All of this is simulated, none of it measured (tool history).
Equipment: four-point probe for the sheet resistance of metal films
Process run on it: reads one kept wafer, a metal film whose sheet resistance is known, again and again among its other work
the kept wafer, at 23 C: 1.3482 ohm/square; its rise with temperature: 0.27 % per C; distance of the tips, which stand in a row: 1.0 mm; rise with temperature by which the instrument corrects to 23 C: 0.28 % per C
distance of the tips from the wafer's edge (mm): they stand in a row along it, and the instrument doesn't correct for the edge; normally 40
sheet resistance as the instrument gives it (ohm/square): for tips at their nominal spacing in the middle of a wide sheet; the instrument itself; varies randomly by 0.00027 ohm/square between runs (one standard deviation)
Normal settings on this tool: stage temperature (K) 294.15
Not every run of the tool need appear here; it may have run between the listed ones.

run   hour  stage temperature (K)  distance of the tips from the wafer's edge (mm)  sheet resistance as the instrument gives it (ohm/square)
  1    0.0                 294.15                                               40                                                  1.343644
  2   16.8                 291.15                                               40                                                  1.343958
  3   27.5                 291.15                                               40                                                  1.344067
  4   41.1                 294.15                                                5                                                  1.370736
  5   52.5                 294.15                                               40                                                  1.343443
  6   64.0                 294.15                                               40                                                  1.343662
  7   78.5                 294.15                                               40                                                  1.343210
  8   94.7                 294.15                                               40                                                  1.343138
  9  112.9                 294.15                                               40                                                  1.342666
 10  123.6                 297.15                                               40                                                  1.342181
 11  144.7                 297.15                                               40                                                  1.342488
 12  159.1                 294.15                                               40                                                  1.342778
 13  174.4                 301.15                                               40                                                  1.342330
 14  188.1                 291.15                                               40                                                  1.343685
 15  209.3                 291.15                                               40                                                  1.343821
 16  232.2                 294.15                                               59                                                  1.342679
 17  250.2                 294.15                                               59                                                  1.342242
 18  266.3                 294.15                                               40                                                  1.342155
 19  284.6                 294.15                                               40                                                  1.342342
 20  305.1                 294.15                                               40                                                  1.342596
 21  319.7                 294.15                                               40                                                  1.342413
 22  341.3                 294.15                                               40                                                  1.342066
 23  353.1                 294.15                                               40                                                  1.342267
 24  362.6                 294.15                                               40                                                  1.342183
 25  382.5                 292.15                                               43                                                  1.342436
 26  394.5                 291.15                                                4                                                  1.385597
 27  405.0                 306.15                                                4                                                  1.383546
 28  421.9                 308.15                                               22                                                  1.340578
 29  440.1                 298.15                                               55                                                  1.341263
 30  454.8                 295.15                                                9                                                  1.350086
 31  464.5                 291.15                                               65                                                  1.341653
 32  487.2                 296.15                                                5                                                  1.369585
 33  506.0                 296.15                                               46                                                  1.341502
 34  526.0                 296.15                                                3                                                  1.416320
 35  543.6                 296.15                                                3                                                  1.416107
 36  562.2                 296.15                                               38                                                  1.341172
 37  583.6                 303.15                                               38                                                  1.340034
 38  598.8                 303.15                                               38                                                  1.340016
 39  615.3                 306.15                                                3                                                  1.414374
 40  630.1                 292.15                                               31                                                  1.341865
 41  644.2                 292.15                                               31                                                  1.341788
 42  663.3                 292.15                                               31                                                  1.342159
 43  674.9                 299.15                                               55                                                  1.340675
 44  685.3                 299.15                                                9                                                  1.348741
 45  694.6                 299.15                                                9                                                  1.348210
 46  705.8                 301.15                                               28                                                  1.340554

Selected run-to-run steps in sheet resistance as the instrument gives it (ohm/square), each split into two signed amounts: the part the tool would show with no hidden state at all (from settings, incoming material and random variation), and the remainder, which goes to the hidden state together with any gauge scatter not common to the measured and the hidden-state-free results:
Unlogged tool condition in this case: inner tips' distance over the nominal, %; tips' flats over new ones', %; wafer's true temperature over the reading, C; drift of the gauge itself on sheet_ohm, %.
Run 33 -> 34: distance of the tips from the wafer's edge (mm) 46 -> 3. sheet resistance as the instrument gives it (ohm/square) +0.074818: hidden state -0.000448, all else +0.075266.
Run 35 -> 36: distance of the tips from the wafer's edge (mm) 3 -> 38. sheet resistance as the instrument gives it (ohm/square) -0.074935: hidden state +0.000322, all else -0.075257.
Run 38 -> 39: stage temperature (K) 303.15 -> 306.15, distance of the tips from the wafer's edge (mm) 38 -> 3. sheet resistance as the instrument gives it (ohm/square) +0.074358: hidden state -0.000453, all else +0.074811.
Run 39 -> 40: stage temperature (K) 306.15 -> 292.15, distance of the tips from the wafer's edge (mm) 3 -> 31. sheet resistance as the instrument gives it (ohm/square) -0.072509: hidden state +0.000328, all else -0.072837.
